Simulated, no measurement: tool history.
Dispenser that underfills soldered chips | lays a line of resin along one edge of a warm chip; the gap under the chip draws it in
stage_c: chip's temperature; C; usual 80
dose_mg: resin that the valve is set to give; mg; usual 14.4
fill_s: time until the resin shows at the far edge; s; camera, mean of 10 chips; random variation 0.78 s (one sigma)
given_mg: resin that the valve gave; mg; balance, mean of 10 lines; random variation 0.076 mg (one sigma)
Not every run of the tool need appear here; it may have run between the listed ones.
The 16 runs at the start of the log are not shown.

run   hour  stage_c  dose_mg  hours of work since the syringe was changed  hours of work since the valve was cleaned  hours of work since the stage was calibrated  fill_s  given_mg
 17   80.1       75     14.4                                            2                                         84                                           254   108.7     13.24
      85.3  -- new syringe of resin
 18   86.8       75     14.4                                            1                                         89                                           258   106.2     13.16
 19   91.8       81     12.7                                            5                                         93                                           262    91.4     11.45
      93.4  -- new syringe of resin
 20     97       81     12.7                                            3                                         97                                           266    81.6     11.44
     101.4  -- new syringe of resin
 21  103.6       67     18.6                                            2                                        101                                           271     166     16.83
 22  106.9       68     15.2                                            4                                        104                                           274   173.5     13.58
     109.4  -- new syringe of resin
 23  110.5       68     15.2                                            1                                        107                                           276   149.7     13.78
 24  113.9       89     14.6                                            3                                        109                                           279    55.8     13.05
     117.4  -- new syringe of resin
 25  118.1       89     15.9                                            1                                        112                                           282    50.3     14.29
 26  123.3       90     14.8                                            5                                        116                                           286    55.9     13.14
     125.4  -- new syringe of resin
 27  128.1       81     14.8                                            2                                        120                                           289    80.1     13.09
     133.4  -- new syringe of resin
 28  134.6       93     16.7                                            1                                        125                                           294    41.7     14.78
 29  138.6       81     15.6                                            4                                        128                                           297    85.3     13.85
     141.3  -- new syringe of resin
 30  142.8       84     16.5                                            1                                        131                                           300    67.9     14.45
     149.1  -- new syringe of resin
 31  149.1       84     16.5                                            0                                        135                                           305      64      14.2
 32  152.5       84     16.5                                            3                                        138                                           307    69.6     14.38
     157.3  -- new syringe of resin
 33  158.8       78     13.9                                            1                                        143                                           312    90.2     12.04
 34  161.4       79     15.7                                            3                                        145                                           314    91.4      13.6

What if the next run were any one of these 4? Each begins from the tool's condition after run 34:
     163.3  -- dispensing valve cleaned and set on the balance
  A  165.7       92     14.9                                            6                                          2                                           317       ?         ?
     163.3  -- dispensing valve cleaned and set on the balance
  B  165.7       79     18.2                                            6                                          2                                           317       ?         ?
     163.3  -- dispensing valve cleaned and set on the balance
  C  165.7       68     16.9                                            6                                          2                                           317       ?         ?
     163.3  -- dispensing valve cleaned and set on the balance
  D  165.7       79     15.2                                            6                                          2                                           317       ?         ?

run  fill_s  given_mg
  A    52.7     14.95
  B     101     18.29
  C   183.6     16.95
  D   102.7     15.13
Take away the tool's hidden state, keep each run's random variation, and the runs would have read:
run  fill_s  given_mg
  A    39.7     14.96
  B    75.9     18.31
  C   137.1     16.97
  D    77.1     15.15
